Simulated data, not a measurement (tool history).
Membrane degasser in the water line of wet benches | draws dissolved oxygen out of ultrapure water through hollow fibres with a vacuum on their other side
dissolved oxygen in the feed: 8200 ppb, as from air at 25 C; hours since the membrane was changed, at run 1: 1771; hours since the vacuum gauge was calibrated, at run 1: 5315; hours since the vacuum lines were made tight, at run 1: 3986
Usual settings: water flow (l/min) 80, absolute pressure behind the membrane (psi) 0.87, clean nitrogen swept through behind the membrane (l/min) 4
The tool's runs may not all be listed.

run,day,water flow (l/min),absolute pressure behind the membrane (psi),clean nitrogen swept through behind the membrane (l/min),hours since the membrane was changed,hours since the vacuum gauge was calibrated,hours since the vacuum lines were made tight,dissolved oxygen in the water behind the degasser (ppb),pressure that the water loses in the fibres (psi)
1,0,80,0.87,4,1771,5315,3986,153.3,4.456
2,12.408,80,0.87,10.62,2069,5613,4284,73.3,4.511
3,20.475,73,0.87,4,2263,5806,4477,139.4,4.118
4,31.379,73,0.87,4,2524,6068,4739,139.6,4.089
5,39.783,73,0.87,4,2726,6270,4941,142.8,4.103
# day 45.462: vacuum gauge calibrated
6,47.275,73,0.87,4,2905,44,5120,149.1,4.077
7,52.867,73,0.87,4,3040,178,5254,152,4.065
8,60.083,73,0.87,7.59,3213,351,5428,91.4,4.113
9,71.8,73,0.87,7.59,3494,632,5709,90.4,4.077
10,79.7,80,0.87,4,3684,822,5898,166.6,4.524
11,90.638,53,0.87,4,3946,1084,6161,109,3.03
12,102.117,48,0.87,4,4222,1360,6436,101.2,2.669
13,113.329,55,0.87,4,4491,1629,6705,114,3.124
# day 115.825: vacuum gauge calibrated, once more
14,125.829,55,0.87,4,4790,240,7005,96.2,3.094
# day 133.504: seals of the vacuum lines changed
15,136.712,55,0.87,4,5049,499,77,97.4,3.123
16,148.417,80,0.87,2.73,5330,780,358,193.4,4.492
17,159.021,80,0.87,2.73,5585,1035,612,195.2,4.482
18,165.596,71,1.5,10.59,5743,1192,770,129.3,4.019
19,178.796,72,1.804,4,6059,1509,1087,381.1,4.155
20,189.125,84,2.089,3.32,6307,1757,1335,600.4,4.76
21,200.562,84,0.725,3.32,6582,2032,1609,125.9,4.767
22,209.271,55,1.407,5.53,6791,2241,1818,160.3,3.163
23,216.288,55,1.007,5.16,6959,2409,1987,103.4,3.101
24,225.054,80,1.584,9.63,7170,2620,2197,174.1,4.519
25,233.071,85,2.141,5.63,7362,2812,2390,411.1,4.809
26,244.783,80,1.075,5.3,7643,3093,2671,170.7,4.55
27,252.296,108,1.611,6.27,7823,3273,2851,343.9,6.152
28,263.762,108,1.611,6.27,8099,3548,3126,349.4,6.142
29,270.662,69,2.01,11.01,8264,3714,3292,178.8,3.955
30,280.608,69,1.968,10.44,8503,3953,3530,179.9,3.96
31,293.8,80,0.534,5.83,8819,4269,3847,42.8,4.54

Forecast each of these 3 alternatives for the next run:
A,302.638,51,0.87,4.03,9032,4482,4059,?,?
B,302.638,87,0.87,4,9032,4482,4059,?,?
C,302.638,63,1.157,1.76,9032,4482,4059,?,?

run,dissolved oxygen in the water behind the degasser (ppb),pressure that the water loses in the fibres (psi)
A,97.1,2.912
B,168.9,4.966
C,368.2,3.648
Without the tool's hidden state the same runs would have given:
run,dissolved oxygen in the water behind the degasser (ppb),pressure that the water loses in the fibres (psi)
A,88.5,2.825
B,153.7,4.818
C,349.9,3.54
